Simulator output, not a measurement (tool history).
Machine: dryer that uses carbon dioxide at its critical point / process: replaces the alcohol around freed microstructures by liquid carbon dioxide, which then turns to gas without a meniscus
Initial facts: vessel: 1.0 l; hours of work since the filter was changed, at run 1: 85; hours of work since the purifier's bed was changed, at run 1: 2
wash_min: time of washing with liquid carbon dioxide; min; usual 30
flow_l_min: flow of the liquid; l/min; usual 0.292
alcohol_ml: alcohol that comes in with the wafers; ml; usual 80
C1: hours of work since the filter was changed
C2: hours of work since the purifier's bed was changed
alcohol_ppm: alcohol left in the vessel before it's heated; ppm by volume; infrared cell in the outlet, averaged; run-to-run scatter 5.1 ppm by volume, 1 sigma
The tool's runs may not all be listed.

{"run": 1, "hour": 0.0, "wash_min": 30, "flow_l_min": 0.292, "alcohol_ml": 80, "C1": 85, "C2": 2, "alcohol_ppm": 67}
{"run": 2, "hour": 4.7, "wash_min": 40, "flow_l_min": 0.292, "alcohol_ml": 80, "C1": 88, "C2": 5, "alcohol_ppm": 12}
{"run": 3, "hour": 12.1, "wash_min": 30, "flow_l_min": 0.426, "alcohol_ml": 80, "C1": 93, "C2": 9, "alcohol_ppm": 19}
{"run": 4, "hour": 18.0, "wash_min": 30, "flow_l_min": 0.426, "alcohol_ml": 80, "C1": 96, "C2": 13, "alcohol_ppm": 25}
{"run": 5, "hour": 25.7, "wash_min": 30, "flow_l_min": 0.426, "alcohol_ml": 80, "C1": 101, "C2": 18, "alcohol_ppm": 8}
{"run": 6, "hour": 32.0, "wash_min": 30, "flow_l_min": 0.292, "alcohol_ml": 80, "C1": 105, "C2": 21, "alcohol_ppm": 83}
{"run": 7, "hour": 38.6, "wash_min": 25, "flow_l_min": 0.292, "alcohol_ml": 80, "C1": 109, "C2": 25, "alcohol_ppm": 246}
{"run": 8, "hour": 46.1, "wash_min": 25, "flow_l_min": 0.292, "alcohol_ml": 80, "C1": 113, "C2": 30, "alcohol_ppm": 237}
{"run": 9, "hour": 51.5, "wash_min": 30, "flow_l_min": 0.292, "alcohol_ml": 80, "C1": 117, "C2": 33, "alcohol_ppm": 78}
{"run": 10, "hour": 56.3, "wash_min": 30, "flow_l_min": 0.292, "alcohol_ml": 80, "C1": 120, "C2": 36, "alcohol_ppm": 84}
{"run": 11, "hour": 67.2, "wash_min": 30, "flow_l_min": 0.292, "alcohol_ml": 80, "C1": 126, "C2": 43, "alcohol_ppm": 98}
{"run": 12, "hour": 76.1, "wash_min": 30, "flow_l_min": 0.292, "alcohol_ml": 80, "C1": 132, "C2": 48, "alcohol_ppm": 81}
{"run": 13, "hour": 81.8, "wash_min": 30, "flow_l_min": 0.292, "alcohol_ml": 80, "C1": 135, "C2": 52, "alcohol_ppm": 100}
{"run": 14, "hour": 91.8, "wash_min": 30, "flow_l_min": 0.292, "alcohol_ml": 80, "C1": 141, "C2": 58, "alcohol_ppm": 103}
{"run": 15, "hour": 97.3, "wash_min": 25, "flow_l_min": 0.292, "alcohol_ml": 80, "C1": 145, "C2": 61, "alcohol_ppm": 257}
{"run": 16, "hour": 105.5, "wash_min": 44, "flow_l_min": 0.292, "alcohol_ml": 22, "C1": 150, "C2": 66, "alcohol_ppm": 29}
{"run": 17, "hour": 114.8, "wash_min": 21, "flow_l_min": 0.291, "alcohol_ml": 23, "C1": 156, "C2": 72, "alcohol_ppm": 211}
{"run": 18, "hour": 120.5, "wash_min": 40, "flow_l_min": 0.291, "alcohol_ml": 43, "C1": 159, "C2": 76, "alcohol_ppm": 40}
{"run": 19, "hour": 125.1, "wash_min": 30, "flow_l_min": 0.318, "alcohol_ml": 81, "C1": 162, "C2": 78, "alcohol_ppm": 69}
{"run": 20, "hour": 133.2, "wash_min": 30, "flow_l_min": 0.318, "alcohol_ml": 81, "C1": 167, "C2": 83, "alcohol_ppm": 69}
{"run": 21, "hour": 140.3, "wash_min": 45, "flow_l_min": 0.296, "alcohol_ml": 80, "C1": 171, "C2": 88, "alcohol_ppm": 40}
{"run": 22, "hour": 144.9, "wash_min": 45, "flow_l_min": 0.296, "alcohol_ml": 80, "C1": 174, "C2": 91, "alcohol_ppm": 37}
{"run": 23, "hour": 153.9, "wash_min": 20, "flow_l_min": 0.463, "alcohol_ml": 35, "C1": 179, "C2": 96, "alcohol_ppm": 59}
{"run": 24, "hour": 164.2, "wash_min": 20, "flow_l_min": 0.463, "alcohol_ml": 35, "C1": 186, "C2": 102, "alcohol_ppm": 59}
{"run": 25, "hour": 172.6, "wash_min": 20, "flow_l_min": 0.463, "alcohol_ml": 35, "C1": 191, "C2": 107, "alcohol_ppm": 58}
{"run": 26, "hour": 183.5, "wash_min": 46, "flow_l_min": 0.403, "alcohol_ml": 55, "C1": 198, "C2": 114, "alcohol_ppm": 46}
{"run": 27, "hour": 188.7, "wash_min": 46, "flow_l_min": 0.403, "alcohol_ml": 55, "C1": 201, "C2": 117, "alcohol_ppm": 47}
{"run": 28, "hour": 198.1, "wash_min": 22, "flow_l_min": 0.176, "alcohol_ml": 45, "C1": 207, "C2": 123, "alcohol_ppm": 2574}
{"run": 29, "hour": 207.5, "wash_min": 33, "flow_l_min": 0.438, "alcohol_ml": 49, "C1": 212, "C2": 129, "alcohol_ppm": 58}

5 options for the next run, each taken on its own from the tool as it stands now. Forecast them:
{"run": "A", "hour": 212.2, "wash_min": 39, "flow_l_min": 0.382, "alcohol_ml": 49, "C1": 215, "C2": 132, "alcohol_ppm": "?"}
{"run": "B", "hour": 212.2, "wash_min": 22, "flow_l_min": 0.222, "alcohol_ml": 80, "C1": 215, "C2": 132, "alcohol_ppm": "?"}
{"run": "C", "hour": 212.2, "wash_min": 30, "flow_l_min": 0.474, "alcohol_ml": 80, "C1": 215, "C2": 132, "alcohol_ppm": "?"}
{"run": "D", "hour": 212.2, "wash_min": 30, "flow_l_min": 0.292, "alcohol_ml": 84, "C1": 215, "C2": 132, "alcohol_ppm": "?"}
{"run": "E", "hour": 212.2, "wash_min": 27, "flow_l_min": 0.218, "alcohol_ml": 55, "C1": 215, "C2": 132, "alcohol_ppm": "?"}

run=A alcohol_ppm=49
run=B alcohol_ppm=2004
run=C alcohol_ppm=66
run=D alcohol_ppm=146
run=E alcohol_ppm=685
What these runs would have given with no unlogged condition in the tool:
run=A alcohol_ppm=2
run=B alcohol_ppm=1501
run=C alcohol_ppm=17
run=D alcohol_ppm=62
run=E alcohol_ppm=462
